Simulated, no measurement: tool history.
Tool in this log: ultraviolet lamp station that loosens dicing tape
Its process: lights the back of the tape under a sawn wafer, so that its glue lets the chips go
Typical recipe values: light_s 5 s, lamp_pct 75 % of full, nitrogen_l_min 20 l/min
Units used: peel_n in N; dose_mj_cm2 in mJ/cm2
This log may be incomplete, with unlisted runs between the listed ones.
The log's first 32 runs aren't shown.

{"run": 33, "hour": 1654.8, "light_s": 5, "lamp_pct": 80, "nitrogen_l_min": 32, "peel_n": 0.198, "dose_mj_cm2": 323}
{"hour": 1670.9, "done": "window cleaned of glue's vapour"}
{"run": 34, "hour": 1710.6, "light_s": 5, "lamp_pct": 80, "nitrogen_l_min": 32, "peel_n": 0.213, "dose_mj_cm2": 329}
{"run": 35, "hour": 1742.9, "light_s": 5, "lamp_pct": 80, "nitrogen_l_min": 32, "peel_n": 0.192, "dose_mj_cm2": 326}
{"run": 36, "hour": 1801.0, "light_s": 5, "lamp_pct": 80, "nitrogen_l_min": 32, "peel_n": 0.192, "dose_mj_cm2": 323}
{"run": 37, "hour": 1844.5, "light_s": 5, "lamp_pct": 90, "nitrogen_l_min": 22, "peel_n": 0.191, "dose_mj_cm2": 365}
{"run": 38, "hour": 1914.3, "light_s": 5, "lamp_pct": 62, "nitrogen_l_min": 22, "peel_n": 0.428, "dose_mj_cm2": 245}
{"run": 39, "hour": 1963.9, "light_s": 4, "lamp_pct": 92, "nitrogen_l_min": 8, "peel_n": 0.662, "dose_mj_cm2": 298}
{"run": 40, "hour": 2017.5, "light_s": 3, "lamp_pct": 68, "nitrogen_l_min": 7, "peel_n": 2.348, "dose_mj_cm2": 167}
{"run": 41, "hour": 2065.0, "light_s": 3, "lamp_pct": 68, "nitrogen_l_min": 7, "peel_n": 2.312, "dose_mj_cm2": 168}
{"run": 42, "hour": 2108.8, "light_s": 2, "lamp_pct": 61, "nitrogen_l_min": 7, "peel_n": 4.139, "dose_mj_cm2": 97}
{"run": 43, "hour": 2153.4, "light_s": 2, "lamp_pct": 61, "nitrogen_l_min": 7, "peel_n": 4.361, "dose_mj_cm2": 97}

Predict each of these 4 candidate next runs independently; none follows another, all start after run 43:
{"run": "A", "hour": 2184.9, "light_s": 6, "lamp_pct": 92, "nitrogen_l_min": 18, "peel_n": "?", "dose_mj_cm2": "?"}
{"run": "B", "hour": 2184.9, "light_s": 6, "lamp_pct": 75, "nitrogen_l_min": 20, "peel_n": "?", "dose_mj_cm2": "?"}
{"run": "C", "hour": 2184.9, "light_s": 9, "lamp_pct": 76, "nitrogen_l_min": 40, "peel_n": "?", "dose_mj_cm2": "?"}
{"run": "D", "hour": 2184.9, "light_s": 5, "lamp_pct": 71, "nitrogen_l_min": 20, "peel_n": "?", "dose_mj_cm2": "?"}

run=A peel_n=0.174 dose_mj_cm2=445
run=B peel_n=0.208 dose_mj_cm2=360
run=C peel_n=0.149 dose_mj_cm2=555
run=D peel_n=0.323 dose_mj_cm2=289
Take away the tool's hidden state, keep each run's random variation, and the runs would have read:
run=A peel_n=0.173 dose_mj_cm2=448
run=B peel_n=0.206 dose_mj_cm2=361
run=C peel_n=0.149 dose_mj_cm2=558
run=D peel_n=0.32 dose_mj_cm2=290

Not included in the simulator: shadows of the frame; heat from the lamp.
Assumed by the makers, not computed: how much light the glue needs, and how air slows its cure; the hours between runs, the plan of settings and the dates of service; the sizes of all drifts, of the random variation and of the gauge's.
